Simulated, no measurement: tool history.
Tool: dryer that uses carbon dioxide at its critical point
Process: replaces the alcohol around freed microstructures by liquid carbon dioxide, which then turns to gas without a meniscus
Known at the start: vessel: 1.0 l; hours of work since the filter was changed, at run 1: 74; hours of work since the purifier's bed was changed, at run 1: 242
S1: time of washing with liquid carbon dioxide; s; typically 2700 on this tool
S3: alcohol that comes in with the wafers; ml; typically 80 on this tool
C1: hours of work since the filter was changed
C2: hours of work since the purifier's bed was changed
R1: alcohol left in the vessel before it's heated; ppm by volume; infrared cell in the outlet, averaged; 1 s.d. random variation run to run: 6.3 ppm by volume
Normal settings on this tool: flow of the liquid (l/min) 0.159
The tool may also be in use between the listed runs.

run 1 hour=0 | S1=2700 flow_of_the_liquid_(l/min)=0.159 S3=80 | C1=74 C2=242 | R1=430
run 2 hour=19.8 | S1=2700 flow_of_the_liquid_(l/min)=0.159 S3=80 | C1=86 C2=254 | R1=450
run 3 hour=31.3 | S1=2700 flow_of_the_liquid_(l/min)=0.159 S3=80 | C1=93 C2=261 | R1=475
run 4 hour=55.8 | S1=3960 flow_of_the_liquid_(l/min)=0.159 S3=80 | C1=107 C2=275 | R1=153
run 5 hour=70.5 | S1=3960 flow_of_the_liquid_(l/min)=0.159 S3=80 | C1=116 C2=284 | R1=168
run 6 hour=84.3 | S1=1920 flow_of_the_liquid_(l/min)=0.159 S3=80 | C1=124 C2=292 | R1=1929
run 7 hour=105.5 | S1=1920 flow_of_the_liquid_(l/min)=0.159 S3=34 | C1=137 C2=305 | R1=948
run 8 hour=132.2 | S1=1920 flow_of_the_liquid_(l/min)=0.159 S3=34 | C1=153 C2=321 | R1=982
run 9 hour=148.2 | S1=1920 flow_of_the_liquid_(l/min)=0.159 S3=34 | C1=162 C2=330 | R1=1009
-- hour=155.7 inlet filter changed
run 10 hour=171.7 | S1=3180 flow_of_the_liquid_(l/min)=0.159 S3=34 | C1=10 C2=344 | R1=183
run 11 hour=192.4 | S1=3180 flow_of_the_liquid_(l/min)=0.159 S3=34 | C1=22 C2=356 | R1=205
run 12 hour=218 | S1=3180 flow_of_the_liquid_(l/min)=0.159 S3=34 | C1=37 C2=371 | R1=215
run 13 hour=241.6 | S1=3180 flow_of_the_liquid_(l/min)=0.159 S3=34 | C1=51 C2=385 | R1=225
run 14 hour=257.4 | S1=3180 flow_of_the_liquid_(l/min)=0.159 S3=34 | C1=60 C2=394 | R1=226
run 15 hour=279.9 | S1=3300 flow_of_the_liquid_(l/min)=0.196 S3=80 | C1=74 C2=408 | R1=204
run 16 hour=299.8 | S1=3900 flow_of_the_liquid_(l/min)=0.159 S3=80 | C1=86 C2=420 | R1=216
run 17 hour=312.6 | S1=4020 flow_of_the_liquid_(l/min)=0.134 S3=45 | C1=93 C2=427 | R1=227
run 18 hour=337.1 | S1=1980 flow_of_the_liquid_(l/min)=0.102 S3=82 | C1=108 C2=442 | R1=6116
run 19 hour=357.3 | S1=3780 flow_of_the_liquid_(l/min)=0.171 S3=24 | C1=120 C2=454 | R1=208
run 20 hour=375.2 | S1=2700 flow_of_the_liquid_(l/min)=0.159 S3=83 | C1=130 C2=464 | R1=623
run 21 hour=394.2 | S1=2100 flow_of_the_liquid_(l/min)=0.22 S3=83 | C1=142 C2=476 | R1=527
run 22 hour=419.3 | S1=1740 flow_of_the_liquid_(l/min)=0.22 S3=55 | C1=157 C2=491 | R1=823
run 23 hour=432.9 | S1=1740 flow_of_the_liquid_(l/min)=0.22 S3=55 | C1=165 C2=499 | R1=810
-- hour=437.8 inlet filter changed
run 24 hour=458.3 | S1=2700 flow_of_the_liquid_(l/min)=0.12 S3=36 | C1=12 C2=513 | R1=666
-- hour=472.1 purifier's bed changed
run 25 hour=483.7 | S1=2700 flow_of_the_liquid_(l/min)=0.12 S3=36 | C1=25 C2=7 | R1=457
run 26 hour=498.2 | S1=2160 flow_of_the_liquid_(l/min)=0.159 S3=80 | C1=34 C2=16 | R1=859

Alternative continuations, all from the tool just after run 26; predict every row:
run A hour=514.1 | S1=2160 flow_of_the_liquid_(l/min)=0.133 S3=24 | C1=44 C2=25 | R1=?
run B hour=514.1 | S1=2160 flow_of_the_liquid_(l/min)=0.115 S3=80 | C1=44 C2=25 | R1=?
run C hour=514.1 | S1=4020 flow_of_the_liquid_(l/min)=0.097 S3=48 | C1=44 C2=25 | R1=?

run=A R1=542
run=B R1=2893
run=C R1=265
Without the tool's hidden state the same runs would have given:
run=A R1=473
run=B R1=2610
run=C R1=217
